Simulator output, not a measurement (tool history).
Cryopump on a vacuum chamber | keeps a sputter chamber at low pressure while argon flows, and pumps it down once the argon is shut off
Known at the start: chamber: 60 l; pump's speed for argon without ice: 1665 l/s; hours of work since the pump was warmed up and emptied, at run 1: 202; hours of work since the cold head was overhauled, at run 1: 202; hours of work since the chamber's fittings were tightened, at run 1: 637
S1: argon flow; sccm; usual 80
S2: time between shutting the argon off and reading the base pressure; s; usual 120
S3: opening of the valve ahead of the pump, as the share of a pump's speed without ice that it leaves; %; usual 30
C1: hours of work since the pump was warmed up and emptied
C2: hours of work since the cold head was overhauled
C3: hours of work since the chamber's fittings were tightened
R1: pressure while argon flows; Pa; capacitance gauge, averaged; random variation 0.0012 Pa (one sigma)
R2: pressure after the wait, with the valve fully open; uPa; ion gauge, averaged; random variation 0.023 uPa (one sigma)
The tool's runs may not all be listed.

run   hour   S1   S2  S3   C1   C2    C3      R1    R2
  1      0   80  120  30  202  202   637  0.2765  0.94
  2   13.2   80  120  30  213  213   647  0.2781  0.94
  3   27.8   80  120  30  224  224   659   0.277  0.92
  4   42.1   80  120  30  235  235   670  0.2758  0.95
  5   57.1   80  120  30  247  247   682  0.2766  0.95
  6   80.2   80  120  30  266  266   700  0.2772  0.91
  7  105.4   80  120  30  285  285   720   0.279  0.97
  8  120.9   80  120  30  298  298   732  0.2774  0.93
  9  134.1   80  120  30  308  308   742   0.281  1.01
 10  156.4   80  120  30  326  326   760    0.28  0.95
 11  174.2   80  120  30  340  340   774  0.2782  0.97
 12  185.3   80  120  30  349  349   783  0.2814  0.98
 13  204.9   80  120  30  364  364   798  0.2796  1.01
 14  217.9  104  120  30  374  374   809  0.3641     1
 15  230.4  104  120  30  384  384   818  0.3638  0.99
 16  247.2   33  120  30  397  397   832  0.1153  1.02
 17  262.6   80  120  35  410  410   844  0.2409  1.05
 18  281.8   80  120  35  425  425   859   0.244  1.03
 19  299.8   80  120  35  439  439   873  0.2435  1.05
 20  319.1   73  120  35  454  454   889  0.2212  1.03
 21  333.6   81  120  22  466  466   900  0.3856  1.04
 22  346.6   72  194  50  476  476   910  0.1565   0.8
 23    359   72  194  50  486  486   920  0.1589  0.81
 24  380.6  100  111  50  503  503   937  0.2177  1.11
 25  402.4  100   44  22  520  520   954  0.4817  1.96
 26  415.1  100   44  22  530  530   964  0.4791  1.98
 27  438.8  157  107  22  549  549   983  0.7482  1.12
 28  462.9  157  107  22  568  568  1002  0.7562   1.1
 29  480.7   42  204  58  582  582  1016  0.0815  0.87
 30  502.6  120   66  38  599  599  1033  0.3441  1.56
 31  515.2   80  120  48  609  609  1043  0.1848  1.12
 32  538.5   38  114  19  628  628  1062  0.2113  1.11
 33  561.3  105  144  38  645  645  1080  0.3017  1.05

Measured less the same run without the tool's hidden state. The same run-to-run variation is in both; the gauge's scatter may not be:
The hidden state here: pump's speed, % of a pump's without ice; cold plate's temperature, K; leak into the chamber, uPa l/s; drift of the gauge itself on working_pa, %; drift of the gauge itself on base_upa, %.
run       R1     R2
  1  +0.0053  +0.18
  2  +0.0056   +0.2
  3   +0.006   +0.2
  4  +0.0061   +0.2
  5  +0.0065  +0.21
  6  +0.0069   +0.2
  7  +0.0075  +0.22
  8  +0.0078  +0.23
  9  +0.0082  +0.23
 10  +0.0086  +0.24
 11  +0.0088  +0.25
 12  +0.0091  +0.25
 13  +0.0095  +0.25
 14  +0.0126  +0.25
 15  +0.0129  +0.27
 16  +0.0043  +0.27
 17  +0.0106  +0.28
 18  +0.0112  +0.29
 19  +0.0115  +0.29
 20  +0.0109  +0.29
 21  +0.0125   +0.3
 22  +0.0113   +0.3
 23  +0.0116   +0.3
 24  +0.0166  +0.32
 25  +0.0175  +0.32
 26  +0.0178  +0.32
 27  +0.0287  +0.33
 28  +0.0301  +0.33
 29  +0.0083  +0.35
 30  +0.0243  +0.37
 31  +0.0165  +0.36
 32  +0.0081  +0.36
 33  +0.0231  +0.39

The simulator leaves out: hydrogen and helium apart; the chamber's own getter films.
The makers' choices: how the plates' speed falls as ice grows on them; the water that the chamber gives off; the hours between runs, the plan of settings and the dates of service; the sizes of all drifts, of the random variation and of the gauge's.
